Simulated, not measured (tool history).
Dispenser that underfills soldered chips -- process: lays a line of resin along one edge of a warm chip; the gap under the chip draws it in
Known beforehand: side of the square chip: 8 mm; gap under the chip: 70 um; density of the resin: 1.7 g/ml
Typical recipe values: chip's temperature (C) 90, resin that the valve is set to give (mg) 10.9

run,hour,chip's temperature (C),resin that the valve is set to give (mg),time until the resin shows at the far edge (s),resin that the valve gave (mg)
1,0,90,10.9,18.9,10.15
2,3.4,90,10.9,22.1,10.17
# hour 5.2: new syringe of resin
3,5.8,90,10.9,17.3,9.9
4,9.9,90,14.2,19.7,13.11
# hour 13.4: new syringe of resin
5,14,90,14.2,16,13
6,16.1,90,14.2,17.9,13.06
# hour 20.1: dispensing valve cleaned and set on the balance
7,20.1,92,10.9,19.3,10.99
# hour 22.7: new syringe of resin
8,24.6,92,10.9,16.4,10.79
9,27.9,92,10.9,18.8,10.77
# hour 31.2: new syringe of resin
10,32.5,98,10.9,13.3,10.8
11,36.2,98,10.9,15.8,10.71
# hour 39.5: new syringe of resin
12,40.3,98,10.9,12.7,10.76
13,43.1,98,10.9,14.2,10.69
14,46.2,98,10.9,17.5,10.71
# hour 47.8: new syringe of resin
15,51,83,10.9,23.2,10.67
# hour 56.2: new syringe of resin
16,56.2,83,11.8,19.8,11.49
17,61,90,10.9,19.4,10.73
# hour 64.7: new syringe of resin
18,65.7,90,10.9,17.3,10.46
19,67.8,90,10.9,18.4,10.57
20,70.2,90,10.9,20.5,10.52
# hour 73.1: new syringe of resin
21,75.1,90,10.9,17.8,10.65
22,78.7,79,12.1,30,11.81
# hour 81.5: new syringe of resin
23,82.4,104,11.6,9.8,11.16
24,86.7,104,11.6,12.7,11.16
# hour 89.7: new syringe of resin
25,91.3,90,12.3,16.8,11.67
26,95.6,90,12.3,20.3,11.64
# hour 98.1: new syringe of resin
27,98.1,90,12.3,15.2,11.76
28,102.5,83,9.6,25.8,9.2
29,105.4,95,11.1,18.7,10.55
# hour 106.3: new syringe of resin
30,110,95,10.1,16.2,9.5
31,112,94,11,18.4,10.34
# hour 114.5: new syringe of resin
32,117,98,11.3,13.4,10.52
33,120.7,99,11.2,15.5,10.54
# hour 123: new syringe of resin
34,125.3,94,11.2,15,10.48
35,129.4,89,9.6,23.8,8.96
# hour 131.5: new syringe of resin
36,132.8,79,12.2,24.2,11.28

Here are 3 independent what-if runs from the current tool condition. What would each one return?
A,136,85,10.5,?,?
B,136,84,11.9,?,?
C,136,88,11.2,?,?

run,time until the resin shows at the far edge (s),resin that the valve gave (mg)
A,23.7,9.73
B,23.4,11.2
C,21.4,10.37
Without the tool's hidden state the same runs would have given:
run,time until the resin shows at the far edge (s),resin that the valve gave (mg)
A,19.9,10.5
B,19.8,12.08
C,18.1,11.19
